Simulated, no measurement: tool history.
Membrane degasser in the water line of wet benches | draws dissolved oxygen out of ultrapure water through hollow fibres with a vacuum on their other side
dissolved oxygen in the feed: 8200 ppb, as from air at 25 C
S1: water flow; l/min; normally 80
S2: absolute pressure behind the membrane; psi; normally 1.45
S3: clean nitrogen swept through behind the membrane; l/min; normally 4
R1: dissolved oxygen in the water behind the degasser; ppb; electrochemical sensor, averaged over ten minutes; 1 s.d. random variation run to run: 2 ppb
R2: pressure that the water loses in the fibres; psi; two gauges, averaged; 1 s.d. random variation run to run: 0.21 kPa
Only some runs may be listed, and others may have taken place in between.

Run 1, hour 0: usual settings. Result: R1 308.9 ppb, R2 7.185 psi.
Run 2, hour 104: usual settings. Result: R1 304.4 ppb, R2 7.102 psi.
Run 3, hour 267.8: usual settings. Result: R1 304.9 ppb, R2 7.162 psi.
Run 4, hour 352.6: usual settings. Result: R1 305.5 ppb, R2 7.126 psi.
Run 5, hour 498.6: usual settings. Result: R1 304.2 ppb, R2 7.101 psi.
Run 6, hour 583.9: usual settings. Result: R1 308.9 ppb, R2 7.184 psi.
Run 7, hour 672.5: usual settings. Result: R1 302.1 ppb, R2 7.158 psi.
Run 8, hour 755: usual settings. Result: R1 307.2 ppb, R2 7.19 psi.
Run 9, hour 924.1: usual settings. Result: R1 307.2 ppb, R2 7.146 psi.
Run 10, hour 1038.7: usual settings. Result: R1 305.2 ppb, R2 7.155 psi.
Run 11, hour 1186.2: usual settings. Result: R1 305 ppb, R2 7.181 psi.
At hour 1286.3: vacuum gauge calibrated.
Run 12, hour 1318.4: usual settings but S2 2.48 psi. Result: R1 590.4 ppb, R2 7.118 psi.
Run 13, hour 1404.3: usual settings but S2 2.48 psi. Result: R1 598.7 ppb, R2 7.089 psi.
Run 14, hour 1565.4: usual settings but S2 2.48 psi. Result: R1 591.1 ppb, R2 7.116 psi.
Run 15, hour 1639.4: usual settings but S1 50 l/min. Result: R1 193.1 ppb, R2 4.493 psi.
Run 16, hour 1792.1: usual settings but S1 68 l/min, S2 2.15 psi, S3 6.72 l/min. Result: R1 275.3 ppb, R2 6.144 psi.

Expected results for the next run?
Run 17, hour 1920: usual settings but S1 68 l/min, S2 2.15 psi, S3 6.72 l/min. Result: R1 ?, R2 ?.

{"run 17": {"R1": 273.8, "R2": 6.065}}
Minus the tool's unlogged condition, the same run would have read R1 273.7 ppb, R2 6.055 psi.

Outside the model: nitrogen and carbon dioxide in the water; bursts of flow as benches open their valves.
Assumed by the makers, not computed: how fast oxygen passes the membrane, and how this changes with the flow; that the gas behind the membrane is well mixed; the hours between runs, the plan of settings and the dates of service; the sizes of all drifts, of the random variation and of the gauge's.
